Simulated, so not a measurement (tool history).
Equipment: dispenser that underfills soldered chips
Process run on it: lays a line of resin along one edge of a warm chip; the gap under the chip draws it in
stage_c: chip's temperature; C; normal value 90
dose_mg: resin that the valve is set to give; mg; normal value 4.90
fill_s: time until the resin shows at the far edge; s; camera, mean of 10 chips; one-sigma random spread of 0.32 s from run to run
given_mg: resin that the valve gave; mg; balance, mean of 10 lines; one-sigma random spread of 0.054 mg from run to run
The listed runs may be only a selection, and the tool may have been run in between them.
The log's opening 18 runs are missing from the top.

| run | hour | stage_c | dose_mg | hours of work since the syringe was changed | hours of work since the valve was cleaned | hours of work since the stage was calibrated | fill_s | given_mg |
|---|---|---|---|---|---|---|---|---|
|  | 71.3 | new syringe of resin |
| 19 | 71.9 | 82 | 4.90 | 0 | 93 | 167 | 14.2 | 4.46 |
| 20 | 76.7 | 79 | 6.11 | 4 | 96 | 170 | 19.8 | 5.62 |
|  | 80.0 | new syringe of resin |
| 21 | 80.0 | 89 | 5.36 | 0 | 98 | 172 | 9.7 | 4.83 |
| 22 | 82.9 | 76 | 5.07 | 2 | 100 | 174 | 20.3 | 4.57 |
| 23 | 86.0 | 76 | 5.07 | 4 | 102 | 176 | 24.2 | 4.59 |
|  | 88.9 | new syringe of resin |
| 24 | 91.1 | 104 | 4.43 | 2 | 105 | 180 | 6.3 | 3.99 |
| 25 | 93.5 | 104 | 4.43 | 3 | 107 | 181 | 6.8 | 4.07 |
| 26 | 96.5 | 104 | 4.43 | 5 | 109 | 183 | 7.8 | 4.00 |
|  | 98.0 | new syringe of resin |
| 27 | 101.2 | 103 | 5.04 | 2 | 112 | 186 | 6.5 | 4.60 |
| 28 | 105.9 | 89 | 6.26 | 5 | 115 | 189 | 13.9 | 5.65 |
|  | 107.0 | new syringe of resin |
| 29 | 108.6 | 89 | 6.26 | 1 | 116 | 191 | 10.9 | 5.61 |
| 30 | 114.0 | 96 | 5.00 | 5 | 120 | 194 | 10.6 | 4.49 |
|  | 115.9 | new syringe of resin |
| 31 | 117.3 | 96 | 5.00 | 1 | 122 | 196 | 7.7 | 4.50 |
| 32 | 122.4 | 80 | 6.31 | 4 | 125 | 200 | 20.3 | 5.63 |
|  | 124.9 | new syringe of resin |
|  | 127.0 | dispensing valve cleaned and set on the balance |
| 33 | 128.7 | 90 | 5.07 | 2 | 1 | 203 | 11.0 | 5.08 |
| 34 | 131.8 | 81 | 5.39 | 4 | 3 | 205 | 19.1 | 5.42 |
|  | 134.7 | new syringe of resin |
| 35 | 135.4 | 81 | 5.39 | 1 | 5 | 207 | 14.7 | 5.27 |
| 36 | 139.3 | 86 | 4.26 | 3 | 8 | 210 | 13.7 | 4.30 |

3 ways to go on from here, each from the tool as it stands after run 36. What would each give?
| A | 143.0 | 96 | 6.03 | 6 | 10 | 212 | ? | ? |
| B | 143.0 | 85 | 4.26 | 6 | 10 | 212 | ? | ? |
| C | 143.0 | 99 | 5.15 | 6 | 10 | 212 | ? | ? |

| run | fill_s | given_mg |
|---|---|---|
| A | 10.4 | 6.02 |
| B | 17.3 | 4.16 |
| C | 9.1 | 5.04 |
Take away the tool's hidden state, keep each run's random variation, and the runs would have read:
| run | fill_s | given_mg |
|---|---|---|
| A | 7.6 | 6.08 |
| B | 12.5 | 4.20 |
| C | 6.5 | 5.09 |

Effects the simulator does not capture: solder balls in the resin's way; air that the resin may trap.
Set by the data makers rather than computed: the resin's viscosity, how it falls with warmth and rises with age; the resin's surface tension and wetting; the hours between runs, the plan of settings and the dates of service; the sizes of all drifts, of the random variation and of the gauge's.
